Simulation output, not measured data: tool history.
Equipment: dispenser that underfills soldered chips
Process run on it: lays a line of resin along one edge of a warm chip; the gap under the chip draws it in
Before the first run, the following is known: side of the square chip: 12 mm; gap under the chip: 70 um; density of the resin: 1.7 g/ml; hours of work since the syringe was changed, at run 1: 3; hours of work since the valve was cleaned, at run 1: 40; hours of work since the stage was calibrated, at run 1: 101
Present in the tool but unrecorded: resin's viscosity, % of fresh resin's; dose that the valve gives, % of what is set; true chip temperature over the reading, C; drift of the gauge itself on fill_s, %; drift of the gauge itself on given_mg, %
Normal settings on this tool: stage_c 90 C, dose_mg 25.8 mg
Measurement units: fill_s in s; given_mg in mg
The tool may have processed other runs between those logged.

| run | day | stage_c | dose_mg | hours of work since the syringe was changed | hours of work since the valve was cleaned | hours of work since the stage was calibrated | fill_s | given_mg |
|---|---|---|---|---|---|---|---|---|
| 1 | 0.000 | 90 | 25.8 | 3 | 40 | 101 | 169.8 | 25.19 |
|  | 0.179 | new syringe of resin |
| 2 | 0.221 | 90 | 25.8 | 1 | 43 | 104 | 153.4 | 25.17 |
| 3 | 0.354 | 90 | 25.8 | 3 | 46 | 106 | 175.3 | 24.96 |
|  | 0.529 | new syringe of resin |
| 4 | 0.542 | 90 | 25.8 | 0 | 49 | 109 | 143.2 | 25.31 |
| 5 | 0.629 | 90 | 25.8 | 2 | 50 | 111 | 155.1 | 24.98 |
| 6 | 0.746 | 90 | 25.8 | 4 | 52 | 113 | 175.2 | 24.86 |
|  | 0.871 | new syringe of resin |
| 7 | 0.954 | 90 | 25.8 | 1 | 56 | 116 | 153.2 | 24.96 |
| 8 | 1.083 | 90 | 25.8 | 4 | 58 | 119 | 178.5 | 24.85 |
|  | 1.217 | new syringe of resin |
| 9 | 1.217 | 90 | 25.8 | 0 | 60 | 121 | 143.9 | 24.67 |
| 10 | 1.433 | 79 | 22.6 | 4 | 64 | 125 | 261.9 | 21.63 |
|  | 1.562 | new syringe of resin |
| 11 | 1.596 | 93 | 23.7 | 1 | 66 | 127 | 138.4 | 22.80 |
| 12 | 1.746 | 93 | 23.7 | 3 | 69 | 130 | 162.7 | 22.74 |
| 13 | 1.875 | 99 | 31.0 | 5 | 71 | 132 | 149.0 | 29.55 |
|  | 1.904 | new syringe of resin |
| 14 | 2.004 | 99 | 31.0 | 2 | 73 | 134 | 122.3 | 29.76 |

For some of the steps in fill_s from one run to the next: how much would appear even if the tool had no hidden state, given the settings, what came in and random variation, and how much remains for the hidden state plus any gauge scatter that the measured result and the result without hidden state don't share?
Run 9 -> 10: stage_c 90 -> 79, dose_mg 25.8 -> 22.6. fill_s +118.0 s: hidden state +54.1, all else +63.9.
Run 10 -> 11: stage_c 79 -> 93, dose_mg 22.6 -> 23.7, new syringe of resin. fill_s -123.5 s: hidden state -53.7, all else -69.8.
